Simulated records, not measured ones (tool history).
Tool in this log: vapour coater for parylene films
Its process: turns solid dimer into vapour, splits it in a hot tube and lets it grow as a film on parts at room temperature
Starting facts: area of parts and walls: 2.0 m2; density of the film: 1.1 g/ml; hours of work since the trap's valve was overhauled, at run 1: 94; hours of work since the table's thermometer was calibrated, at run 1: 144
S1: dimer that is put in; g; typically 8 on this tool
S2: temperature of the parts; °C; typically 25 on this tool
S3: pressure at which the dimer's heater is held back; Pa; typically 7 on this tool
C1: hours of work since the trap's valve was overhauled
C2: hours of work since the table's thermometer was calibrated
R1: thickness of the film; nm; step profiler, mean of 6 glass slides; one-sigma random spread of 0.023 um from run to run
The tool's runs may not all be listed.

| run | hour | S1 | S2 | S3 | C1 | C2 | R1 |
|---|---|---|---|---|---|---|---|
| 1 | 0 | 8 | 25 | 7 | 94 | 144 | 2170 |
| 2 | 9.6 | 8 | 25 | 7 | 99 | 149 | 2150 |
| 3 | 25.8 | 8 | 25 | 7 | 107 | 157 | 2160 |
| 4 | 40.6 | 8 | 25 | 7 | 115 | 165 | 2120 |
| 5 | 58.6 | 8 | 27 | 7 | 124 | 174 | 2030 |
| 6 | 68.3 | 8 | 25 | 7 | 129 | 179 | 2150 |
| 7 | 84.5 | 8 | 25 | 7 | 137 | 187 | 2170 |
| 8 | 94.2 | 8 | 25 | 7 | 142 | 192 | 2130 |
| 9 | 104.4 | 8 | 25 | 7 | 147 | 197 | 2110 |
| 10 | 116.7 | 8 | 25 | 7 | 153 | 203 | 2110 |
| 11 | 127.6 | 8 | 23 | 7 | 159 | 209 | 2250 |
| 12 | 141.5 | 8 | 23 | 7 | 166 | 216 | 2270 |
| 13 | 152.2 | 8 | 25 | 7 | 171 | 221 | 2120 |
| 14 | 172.4 | 8 | 25 | 7 | 181 | 231 | 2070 |
| 15 | 186.5 | 8 | 25 | 7 | 189 | 239 | 2100 |
| 16 | 205.9 | 8 | 25 | 7 | 198 | 248 | 2090 |
| 17 | 217.4 | 4 | 25 | 7 | 204 | 254 | 1020 |
| 18 | 236.7 | 8 | 22 | 3.25 | 214 | 264 | 2550 |
| 19 | 246.7 | 8 | 22 | 3.25 | 219 | 269 | 2540 |
| 20 | 264.1 | 13 | 34 | 2.76 | 228 | 278 | 3060 |
| 21 | 277.8 | 13 | 34 | 3.14 | 235 | 285 | 3000 |
| 22 | 289 | 8 | 25 | 8.91 | 240 | 290 | 1970 |
| 23 | 303.6 | 8 | 18 | 7 | 248 | 298 | 2480 |
| 24 | 323.4 | 8 | 28 | 7 | 258 | 308 | 1870 |
| 25 | 340 | 8 | 28 | 7 | 266 | 316 | 1900 |
| 26 | 356.9 | 11 | 22 | 6.19 | 275 | 325 | 3100 |
| 27 | 369.5 | 6 | 25 | 11.17 | 281 | 331 | 1380 |
|  | 381.9 | trap's valve overhauled |
| 28 | 386.1 | 6 | 25 | 11.17 | 2 | 337 | 1600 |
| 29 | 398 | 6 | 25 | 5.73 | 8 | 343 | 1720 |
| 30 | 416.8 | 8 | 19 | 8.81 | 18 | 353 | 2490 |
| 31 | 436.8 | 8 | 19 | 8.81 | 28 | 363 | 2500 |
| 32 | 456.5 | 7 | 18 | 3.13 | 38 | 373 | 2650 |
| 33 | 474.1 | 6 | 30 | 6.53 | 47 | 382 | 1420 |

What if the next run were any one of these 4? Each begins from the tool's condition after run 33:
| A | 485.7 | 7 | 25 | 6.29 | 53 | 388 | ? |
| B | 485.7 | 5 | 18 | 6.53 | 53 | 388 | ? |
| C | 485.7 | 6 | 29 | 2.47 | 53 | 388 | ? |
| D | 485.7 | 10 | 25 | 7 | 53 | 388 | ? |

| run | R1 |
|---|---|
| A | 1970 |
| B | 1670 |
| C | 1740 |
| D | 2720 |
Stripped of hidden state, with their random variation kept, the same runs would have yielded:
| run | R1 |
|---|---|
| A | 2020 |
| B | 1710 |
| C | 1790 |
| D | 2800 |
